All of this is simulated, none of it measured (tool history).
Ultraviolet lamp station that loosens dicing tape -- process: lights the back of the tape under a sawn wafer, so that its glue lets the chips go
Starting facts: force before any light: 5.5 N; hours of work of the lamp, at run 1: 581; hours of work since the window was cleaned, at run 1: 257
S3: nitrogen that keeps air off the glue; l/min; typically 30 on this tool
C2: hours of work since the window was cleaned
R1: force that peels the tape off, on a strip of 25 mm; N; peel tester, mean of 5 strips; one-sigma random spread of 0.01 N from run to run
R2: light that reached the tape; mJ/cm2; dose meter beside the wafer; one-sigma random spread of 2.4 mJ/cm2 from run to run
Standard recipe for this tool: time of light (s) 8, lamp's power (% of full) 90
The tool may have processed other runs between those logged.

Run 1, day 0: usual settings; hours of work of the lamp 581; C2 257. Result: R1 0.682 N, R2 209 mJ/cm2.
Run 2, day 1.096: usual settings; hours of work of the lamp 592; C2 269. Result: R1 0.676 N, R2 206 mJ/cm2.
Run 3, day 2.117: usual settings but time of light (s) 15; hours of work of the lamp 603; C2 280. Result: R1 0.248 N, R2 385 mJ/cm2.
Run 4, day 3.108: usual settings but S3 9 l/min; hours of work of the lamp 614; C2 291. Result: R1 1.489 N, R2 203 mJ/cm2.
Run 5, day 3.746: usual settings but S3 9 l/min; hours of work of the lamp 621; C2 298. Result: R1 1.475 N, R2 207 mJ/cm2.
Run 6, day 4.829: usual settings but time of light (s) 5, S3 9 l/min; hours of work of the lamp 632; C2 309. Result: R1 2.38 N, R2 126 mJ/cm2.
Run 7, day 5.738: usual settings but time of light (s) 5, S3 17 l/min; hours of work of the lamp 642; C2 319. Result: R1 1.878 N, R2 129 mJ/cm2.
Run 8, day 6.738: usual settings; hours of work of the lamp 653; C2 330. Result: R1 0.71 N, R2 200 mJ/cm2.
Run 9, day 7.571: usual settings; hours of work of the lamp 662; C2 339. Result: R1 0.709 N, R2 198 mJ/cm2.
Run 10, day 8.288: usual settings but time of light (s) 6; hours of work of the lamp 669; C2 346. Result: R1 1.141 N, R2 150 mJ/cm2.
Run 11, day 9.383: usual settings but time of light (s) 6; hours of work of the lamp 681; C2 358. Result: R1 1.107 N, R2 149 mJ/cm2.
Run 12, day 10.558: usual settings but time of light (s) 6; hours of work of the lamp 694; C2 371. Result: R1 1.172 N, R2 147 mJ/cm2.
Run 13, day 11.512: usual settings but time of light (s) 6; hours of work of the lamp 704; C2 381. Result: R1 1.172 N, R2 146 mJ/cm2.
At day 12.45: window cleaned of glue's vapour.
Run 14, day 12.725: usual settings but lamp's power (% of full) 67; hours of work of the lamp 717; C2 3. Result: R1 1.041 N, R2 162 mJ/cm2.
Run 15, day 13.5: usual settings but lamp's power (% of full) 67; hours of work of the lamp 725; C2 11. Result: R1 1.036 N, R2 159 mJ/cm2.
Run 16, day 14.675: usual settings but lamp's power (% of full) 67; hours of work of the lamp 738; C2 24. Result: R1 1.039 N, R2 156 mJ/cm2.
Run 17, day 15.75: usual settings but lamp's power (% of full) 67; hours of work of the lamp 749; C2 35. Result: R1 1.077 N, R2 153 mJ/cm2.
Run 18, day 16.492: usual settings but lamp's power (% of full) 67; hours of work of the lamp 757; C2 43. Result: R1 1.078 N, R2 160 mJ/cm2.
Run 19, day 17.625: usual settings but lamp's power (% of full) 67; hours of work of the lamp 769; C2 56. Result: R1 1.089 N, R2 153 mJ/cm2.
Run 20, day 18.95: usual settings but time of light (s) 11, lamp's power (% of full) 75, S3 13 l/min; hours of work of the lamp 784; C2 70. Result: R1 0.975 N, R2 233 mJ/cm2.
Run 21, day 19.654: usual settings but time of light (s) 11, lamp's power (% of full) 75, S3 13 l/min; hours of work of the lamp 791; C2 77. Result: R1 1.014 N, R2 232 mJ/cm2.
Run 22, day 20.817: usual settings but time of light (s) 11, lamp's power (% of full) 75, S3 13 l/min; hours of work of the lamp 804; C2 90. Result: R1 1.008 N, R2 231 mJ/cm2.
Run 23, day 21.896: usual settings but time of light (s) 12, lamp's power (% of full) 79; hours of work of the lamp 815; C2 101. Result: R1 0.423 N, R2 269 mJ/cm2.
Run 24, day 23.008: usual settings but time of light (s) 12, lamp's power (% of full) 79; hours of work of the lamp 827; C2 113. Result: R1 0.441 N, R2 266 mJ/cm2.
Run 25, day 24: usual settings but time of light (s) 12, lamp's power (% of full) 79; hours of work of the lamp 838; C2 124. Result: R1 0.426 N, R2 261 mJ/cm2.
Run 26, day 24.804: usual settings but time of light (s) 16, lamp's power (% of full) 68, S3 15 l/min; hours of work of the lamp 846; C2 133. Result: R1 0.575 N, R2 301 mJ/cm2.
Run 27, day 25.858: usual settings but time of light (s) 6, S3 32 l/min; hours of work of the lamp 858; C2 144. Result: R1 1.09 N, R2 149 mJ/cm2.
Run 28, day 27.221: usual settings but time of light (s) 12, lamp's power (% of full) 85; hours of work of the lamp 872; C2 158. Result: R1 0.386 N, R2 279 mJ/cm2.
Run 29, day 28.567: usual settings but time of light (s) 12, lamp's power (% of full) 86; hours of work of the lamp 887; C2 173. Result: R1 0.388 N, R2 284 mJ/cm2.
Run 30, day 29.875: usual settings but time of light (s) 12, lamp's power (% of full) 86; hours of work of the lamp 901; C2 187. Result: R1 0.382 N, R2 274 mJ/cm2.
Run 31, day 30.512: usual settings but time of light (s) 12, lamp's power (% of full) 86; hours of work of the lamp 908; C2 194. Result: R1 0.389 N, R2 278 mJ/cm2.
Run 32, day 31.675: usual settings but time of light (s) 12, lamp's power (% of full) 99, S3 49 l/min; hours of work of the lamp 920; C2 206. Result: R1 0.255 N, R2 316 mJ/cm2.
Run 33, day 32.804: usual settings but time of light (s) 12, lamp's power (% of full) 99, S3 49 l/min; hours of work of the lamp 932; C2 218. Result: R1 0.248 N, R2 312 mJ/cm2.
Run 34, day 33.838: usual settings but lamp's power (% of full) 85; hours of work of the lamp 943; C2 229. Result: R1 0.866 N, R2 178 mJ/cm2.
Run 35, day 35.058: usual settings but lamp's power (% of full) 95, S3 53 l/min; hours of work of the lamp 956; C2 243. Result: R1 0.51 N, R2 198 mJ/cm2.
Run 36, day 35.921: usual settings but lamp's power (% of full) 95, S3 53 l/min; hours of work of the lamp 966; C2 252. Result: R1 0.5 N, R2 197 mJ/cm2.

Each row is a separate what-if for the run after 36, all from the same tool condition, not one after another. Results?
Run A, day 37.25: usual settings but lamp's power (% of full) 78; hours of work of the lamp 980; C2 266. Result: R1 ?, R2 ?.
Run B, day 37.25: usual settings; hours of work of the lamp 980; C2 266. Result: R1 ?, R2 ?.
Run C, day 37.25: usual settings but time of light (s) 10, lamp's power (% of full) 95, S3 54 l/min; hours of work of the lamp 980; C2 266. Result: R1 ?, R2 ?.

run     R1   R2
  A  1.028  163
  B  0.802  184
  C  0.343  245
What these runs would have given with no unlogged condition in the tool:
run     R1   R2
  A  0.601  224
  B  0.452  255
  C  0.223  339
